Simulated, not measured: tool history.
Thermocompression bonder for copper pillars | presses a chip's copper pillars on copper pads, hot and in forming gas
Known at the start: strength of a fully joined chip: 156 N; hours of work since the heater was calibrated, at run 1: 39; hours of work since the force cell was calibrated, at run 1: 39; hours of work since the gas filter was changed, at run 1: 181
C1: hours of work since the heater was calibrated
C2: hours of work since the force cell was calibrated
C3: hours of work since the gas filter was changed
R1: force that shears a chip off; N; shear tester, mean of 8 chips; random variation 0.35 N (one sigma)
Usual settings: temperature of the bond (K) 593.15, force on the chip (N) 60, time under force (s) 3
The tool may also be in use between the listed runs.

{"run": 1, "hour": 0.0, "temperature of the bond (K)": 593.15, "force on the chip (N)": 60, "time under force (s)": 3, "C1": 39, "C2": 39, "C3": 181, "R1": 68.3}
{"run": 2, "hour": 5.9, "temperature of the bond (K)": 593.15, "force on the chip (N)": 60, "time under force (s)": 3, "C1": 42, "C2": 42, "C3": 184, "R1": 68.1}
{"hour": 7.3, "done": "forming gas filter changed"}
{"run": 3, "hour": 15.2, "temperature of the bond (K)": 593.15, "force on the chip (N)": 60, "time under force (s)": 3, "C1": 47, "C2": 47, "C3": 4, "R1": 70.2}
{"run": 4, "hour": 26.6, "temperature of the bond (K)": 593.15, "force on the chip (N)": 60, "time under force (s)": 3, "C1": 53, "C2": 53, "C3": 10, "R1": 70.0}
{"run": 5, "hour": 36.1, "temperature of the bond (K)": 593.15, "force on the chip (N)": 60, "time under force (s)": 3, "C1": 58, "C2": 58, "C3": 15, "R1": 70.2}
{"run": 6, "hour": 47.0, "temperature of the bond (K)": 593.15, "force on the chip (N)": 60, "time under force (s)": 3, "C1": 63, "C2": 63, "C3": 21, "R1": 70.1}
{"run": 7, "hour": 57.3, "temperature of the bond (K)": 593.15, "force on the chip (N)": 60, "time under force (s)": 3, "C1": 68, "C2": 68, "C3": 26, "R1": 69.7}
{"run": 8, "hour": 65.2, "temperature of the bond (K)": 593.15, "force on the chip (N)": 90, "time under force (s)": 3, "C1": 73, "C2": 73, "C3": 30, "R1": 99.9}
{"run": 9, "hour": 74.7, "temperature of the bond (K)": 593.15, "force on the chip (N)": 60, "time under force (s)": 3, "C1": 78, "C2": 78, "C3": 35, "R1": 69.3}
{"run": 10, "hour": 82.1, "temperature of the bond (K)": 593.15, "force on the chip (N)": 46, "time under force (s)": 3, "C1": 81, "C2": 81, "C3": 39, "R1": 52.9}
{"run": 11, "hour": 92.5, "temperature of the bond (K)": 593.15, "force on the chip (N)": 60, "time under force (s)": 3, "C1": 87, "C2": 87, "C3": 44, "R1": 69.4}
{"run": 12, "hour": 103.9, "temperature of the bond (K)": 593.15, "force on the chip (N)": 60, "time under force (s)": 3, "C1": 93, "C2": 93, "C3": 50, "R1": 69.7}
{"run": 13, "hour": 114.7, "temperature of the bond (K)": 593.15, "force on the chip (N)": 60, "time under force (s)": 3, "C1": 98, "C2": 98, "C3": 56, "R1": 70.2}
{"run": 14, "hour": 124.7, "temperature of the bond (K)": 593.15, "force on the chip (N)": 60, "time under force (s)": 3, "C1": 104, "C2": 104, "C3": 61, "R1": 69.9}
{"run": 15, "hour": 129.5, "temperature of the bond (K)": 592.15, "force on the chip (N)": 60, "time under force (s)": 3, "C1": 106, "C2": 106, "C3": 63, "R1": 69.0}
{"run": 16, "hour": 134.7, "temperature of the bond (K)": 592.15, "force on the chip (N)": 60, "time under force (s)": 8, "C1": 109, "C2": 109, "C3": 66, "R1": 96.1}
{"run": 17, "hour": 142.9, "temperature of the bond (K)": 592.15, "force on the chip (N)": 60, "time under force (s)": 3, "C1": 113, "C2": 113, "C3": 70, "R1": 68.5}
{"run": 18, "hour": 153.2, "temperature of the bond (K)": 567.15, "force on the chip (N)": 79, "time under force (s)": 6, "C1": 118, "C2": 118, "C3": 76, "R1": 90.2}
{"run": 19, "hour": 163.4, "temperature of the bond (K)": 567.15, "force on the chip (N)": 79, "time under force (s)": 6, "C1": 124, "C2": 124, "C3": 81, "R1": 90.3}
{"run": 20, "hour": 172.4, "temperature of the bond (K)": 567.15, "force on the chip (N)": 79, "time under force (s)": 6, "C1": 128, "C2": 128, "C3": 86, "R1": 90.8}
{"run": 21, "hour": 184.0, "temperature of the bond (K)": 585.15, "force on the chip (N)": 82, "time under force (s)": 7, "C1": 134, "C2": 134, "C3": 92, "R1": 110.3}
{"run": 22, "hour": 190.3, "temperature of the bond (K)": 585.15, "force on the chip (N)": 82, "time under force (s)": 7, "C1": 138, "C2": 138, "C3": 95, "R1": 109.9}
{"run": 23, "hour": 197.6, "temperature of the bond (K)": 575.15, "force on the chip (N)": 52, "time under force (s)": 7, "C1": 141, "C2": 141, "C3": 99, "R1": 69.6}
{"run": 24, "hour": 203.3, "temperature of the bond (K)": 575.15, "force on the chip (N)": 52, "time under force (s)": 7, "C1": 144, "C2": 144, "C3": 102, "R1": 69.5}
{"run": 25, "hour": 211.0, "temperature of the bond (K)": 593.15, "force on the chip (N)": 57, "time under force (s)": 6, "C1": 148, "C2": 148, "C3": 106, "R1": 83.7}
{"run": 26, "hour": 219.9, "temperature of the bond (K)": 593.15, "force on the chip (N)": 57, "time under force (s)": 6, "C1": 153, "C2": 153, "C3": 110, "R1": 83.8}

Hidden state or all else? Some run-to-run changes of R1, split into what the settings, what came in and random variation would give without the hidden state, and what is left for the hidden state (with any gauge scatter that isn't in both results):
The hidden state here: true temperature of the bond over the reading, C; force that reaches the chip, % of what is set; oxide that the forming gas leaves, % of the face; drift of the gauge itself on shear_n, %.
Run 2 -> 3: forming gas filter changed. R1 +2.1 N: hidden state +2.1, all else +0.0.
Run 8 -> 9: force on the chip (N) 90 -> 60. R1 -30.6 N: hidden state +0.1, all else -30.7.
Run 22 -> 23: temperature of the bond (K) 585.15 -> 575.15, force on the chip (N) 82 -> 52. R1 -40.3 N: hidden state +0.7, all else -41.0.

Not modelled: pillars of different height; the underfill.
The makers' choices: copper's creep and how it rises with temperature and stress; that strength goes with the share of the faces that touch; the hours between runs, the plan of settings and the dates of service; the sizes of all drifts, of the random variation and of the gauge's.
